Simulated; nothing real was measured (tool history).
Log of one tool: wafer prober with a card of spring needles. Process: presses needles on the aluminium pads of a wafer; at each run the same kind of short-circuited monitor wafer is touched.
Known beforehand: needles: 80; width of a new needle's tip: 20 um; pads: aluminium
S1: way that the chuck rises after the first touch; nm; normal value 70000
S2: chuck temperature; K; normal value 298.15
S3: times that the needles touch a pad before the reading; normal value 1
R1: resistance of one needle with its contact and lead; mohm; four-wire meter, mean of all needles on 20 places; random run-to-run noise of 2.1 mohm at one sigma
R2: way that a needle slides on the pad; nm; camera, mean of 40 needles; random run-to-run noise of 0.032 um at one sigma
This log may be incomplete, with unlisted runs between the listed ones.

run   hour     S1      S2  S3   R1     R2
  1    0.0  70000  298.15   1  260  18010
       7.7  -- tips cleaned on abrasive film
      20.8  -- tips cleaned on abrasive film
      34.7  -- tips cleaned on abrasive film
  2   44.1  70000  298.15   1  272  17900
      46.5  -- tips cleaned on abrasive film
      60.4  -- tips cleaned on abrasive film
      74.3  -- tips cleaned on abrasive film
      85.6  -- tips cleaned on abrasive film
  3   89.7  70000  298.15   1  254  17910
      98.2  -- tips cleaned on abrasive film
     112.1  -- tips cleaned on abrasive film
     126.1  -- tips cleaned on abrasive film
     139.6  -- tips cleaned on abrasive film
  4  140.4  70000  298.15   1  240  17730
     151.2  -- tips cleaned on abrasive film
     164.8  -- tips cleaned on abrasive film
  5  169.9  70000  298.15   1  263  17760
     177.9  -- tips cleaned on abrasive film
     178.2  -- height of the first contact set anew
     191.4  -- tips cleaned on abrasive film
     205.3  -- tips cleaned on abrasive film
  6  214.5  70000  298.15   1  268  17990
     217.4  -- tips cleaned on abrasive film
     228.7  -- tips cleaned on abrasive film
     242.7  -- tips cleaned on abrasive film
  7  251.7  65000  298.15   1  280  16670
     254.6  -- tips cleaned on abrasive film
     268.2  -- tips cleaned on abrasive film
     281.9  -- tips cleaned on abrasive film
     295.7  -- tips cleaned on abrasive film
  8  305.4  65000  298.15   1  286  16640
     308.3  -- tips cleaned on abrasive film
     322.2  -- tips cleaned on abrasive film
     336.1  -- tips cleaned on abrasive film
  9  342.2  58000  335.15   1  282  14790
     347.9  -- tips cleaned on abrasive film
     361.6  -- tips cleaned on abrasive film
     375.7  -- tips cleaned on abrasive film
     378.8  -- height of the first contact set anew
 10  379.3  70000  298.15   1  255  18010
     387.5  -- tips cleaned on abrasive film
     401.1  -- tips cleaned on abrasive film
 11  402.5  70000  298.15   1  249  17900
     413.3  -- tips cleaned on abrasive film
     427.0  -- tips cleaned on abrasive film
     441.1  -- tips cleaned on abrasive film
 12  446.9  70000  324.15   2  264  17890
     452.6  -- tips cleaned on abrasive film
     466.0  -- tips cleaned on abrasive film
 13  470.0  77000  298.15   3  243  19710

What if the next run were any one of these 3? Each begins from the tool's condition after run 13:
     478.0  -- tips cleaned on abrasive film
     489.3  -- tips cleaned on abrasive film
     503.4  -- tips cleaned on abrasive film
  A  514.0  77000  298.15   1   ?   ?
     478.0  -- tips cleaned on abrasive film
     489.3  -- tips cleaned on abrasive film
     503.4  -- tips cleaned on abrasive film
  B  514.0  60000  375.15   2   ?   ?
     478.0  -- tips cleaned on abrasive film
     489.3  -- tips cleaned on abrasive film
     503.4  -- tips cleaned on abrasive film
  C  514.0  60000  307.15   1   ?   ?

run   R1     R2
  A  270  19700
  B  289  15300
  C  296  15260
Without the tool's hidden state the same runs would have given:
run   R1     R2
  A  234  19850
  B  258  15440
  C  240  15400
